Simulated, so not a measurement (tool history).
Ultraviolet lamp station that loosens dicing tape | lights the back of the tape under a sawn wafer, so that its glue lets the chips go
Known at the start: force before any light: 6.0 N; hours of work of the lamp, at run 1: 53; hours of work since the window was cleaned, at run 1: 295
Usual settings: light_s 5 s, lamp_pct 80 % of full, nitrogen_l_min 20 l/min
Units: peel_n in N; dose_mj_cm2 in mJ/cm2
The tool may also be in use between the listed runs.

| run | hour | light_s | lamp_pct | nitrogen_l_min | hours of work of the lamp | hours of work since the window was cleaned | peel_n | dose_mj_cm2 |
|---|---|---|---|---|---|---|---|---|
| 1 | 0 | 5 | 80 | 20 | 53 | 295 | 0.735 | 217 |
| 2 | 16.9 | 5 | 80 | 20 | 62 | 303 | 0.76 | 218 |
| 3 | 43.3 | 5 | 80 | 20 | 75 | 316 | 0.786 | 215 |
| 4 | 75.1 | 9 | 80 | 20 | 90 | 332 | 0.199 | 379 |
| 5 | 91.1 | 9 | 75 | 20 | 98 | 339 | 0.244 | 355 |
| 6 | 124.4 | 9 | 75 | 20 | 114 | 356 | 0.25 | 353 |
| 7 | 154.3 | 3 | 75 | 20 | 129 | 371 | 1.842 | 117 |
| 8 | 172.9 | 3 | 75 | 20 | 138 | 380 | 1.929 | 119 |
| 9 | 187.8 | 3 | 75 | 20 | 146 | 387 | 2.011 | 114 |
| 10 | 214.8 | 3 | 75 | 20 | 159 | 400 | 1.964 | 116 |
| 11 | 245 | 5 | 80 | 20 | 174 | 415 | 0.852 | 201 |
| 12 | 260.5 | 8 | 80 | 20 | 181 | 423 | 0.31 | 318 |
| 13 | 286.8 | 8 | 80 | 20 | 194 | 436 | 0.325 | 313 |
| 14 | 303.6 | 2 | 80 | 20 | 202 | 444 | 2.778 | 81 |
| 15 | 333.7 | 2 | 61 | 20 | 217 | 459 | 3.426 | 57 |
| 16 | 356.9 | 5 | 98 | 20 | 229 | 470 | 0.617 | 237 |
| 17 | 387.2 | 5 | 98 | 20 | 244 | 485 | 0.643 | 234 |
| 18 | 406.3 | 5 | 80 | 8 | 253 | 494 | 1.728 | 190 |
| 19 | 427.2 | 5 | 80 | 20 | 263 | 505 | 0.967 | 188 |
| 20 | 447.4 | 5 | 80 | 20 | 273 | 514 | 0.994 | 187 |
| 21 | 469 | 3 | 69 | 7 | 284 | 525 | 3.264 | 97 |
| 22 | 491.3 | 3 | 69 | 7 | 295 | 536 | 3.252 | 98 |
| 23 | 510.3 | 4 | 80 | 20 | 304 | 545 | 1.429 | 147 |
| 24 | 534.4 | 4 | 80 | 20 | 316 | 557 | 1.494 | 142 |
|  | 536.8 | window cleaned of glue's vapour |
| 25 | 567.8 | 5 | 61 | 26 | 332 | 15 | 1.567 | 125 |
|  | 593.8 | window cleaned of glue's vapour, once more |
| 26 | 593.8 | 9 | 88 | 20 | 344 | 0 | 0.168 | 402 |
| 27 | 615.3 | 9 | 88 | 20 | 355 | 11 | 0.179 | 404 |
| 28 | 636.6 | 7 | 65 | 20 | 365 | 21 | 0.675 | 230 |
| 29 | 657.8 | 7 | 65 | 20 | 376 | 31 | 0.682 | 229 |
| 30 | 689.2 | 8 | 72 | 25 | 391 | 47 | 0.334 | 287 |
| 31 | 706.3 | 7 | 78 | 20 | 400 | 55 | 0.466 | 272 |
| 32 | 732.5 | 9 | 75 | 34 | 413 | 68 | 0.18 | 332 |
| 33 | 749.4 | 3 | 64 | 13 | 421 | 76 | 2.786 | 94 |
| 34 | 775.9 | 2 | 98 | 11 | 434 | 89 | 2.947 | 95 |
| 35 | 795.1 | 8 | 99 | 11 | 443 | 99 | 0.385 | 376 |
| 36 | 811.6 | 5 | 80 | 17 | 451 | 107 | 1.05 | 190 |
| 37 | 829.4 | 5 | 80 | 17 | 460 | 116 | 1.084 | 188 |
| 38 | 850.8 | 7 | 74 | 22 | 471 | 126 | 0.547 | 241 |
| 39 | 872.8 | 3 | 90 | 13 | 481 | 137 | 2.155 | 123 |
| 40 | 894.1 | 5 | 94 | 7 | 492 | 147 | 1.554 | 213 |

Measured less the same run without the tool's hidden state. The same run-to-run variation is in both; the gauge's scatter may not be:
The hidden state here: lamp's light, % of a new lamp's; light that the window lets through, % of a clean one's; drift of the gauge itself on peel_n, %; drift of the gauge itself on dose_mj_cm2, %.
| run | peel_n | dose_mj_cm2 |
|---|---|---|
| 1 | +0.139 | -24 |
| 2 | +0.15 | -25 |
| 3 | +0.167 | -26 |
| 4 | +0.053 | -52 |
| 5 | +0.068 | -52 |
| 6 | +0.077 | -54 |
| 7 | +0.318 | -19 |
| 8 | +0.345 | -20 |
| 9 | +0.367 | -21 |
| 10 | +0.376 | -22 |
| 11 | +0.264 | -41 |
| 12 | +0.115 | -68 |
| 13 | +0.129 | -70 |
| 14 | +0.449 | -18 |
| 15 | +0.451 | -15 |
| 16 | +0.249 | -60 |
| 17 | +0.265 | -61 |
| 18 | +0.488 | -51 |
| 19 | +0.372 | -54 |
| 20 | +0.388 | -55 |
| 21 | +0.542 | -29 |
| 22 | +0.552 | -30 |
| 23 | +0.515 | -48 |
| 24 | +0.546 | -48 |
| 25 | +0.714 | -58 |
| 26 | +0.05 | -71 |
| 27 | +0.057 | -75 |
| 28 | +0.216 | -44 |
| 29 | +0.226 | -46 |
| 30 | +0.126 | -62 |
| 31 | +0.181 | -61 |
| 32 | +0.065 | -78 |
| 33 | +0.471 | -23 |
| 34 | +0.491 | -24 |
| 35 | +0.168 | -99 |
| 36 | +0.378 | -52 |
| 37 | +0.397 | -53 |
| 38 | +0.248 | -71 |
| 39 | +0.565 | -38 |
| 40 | +0.517 | -67 |

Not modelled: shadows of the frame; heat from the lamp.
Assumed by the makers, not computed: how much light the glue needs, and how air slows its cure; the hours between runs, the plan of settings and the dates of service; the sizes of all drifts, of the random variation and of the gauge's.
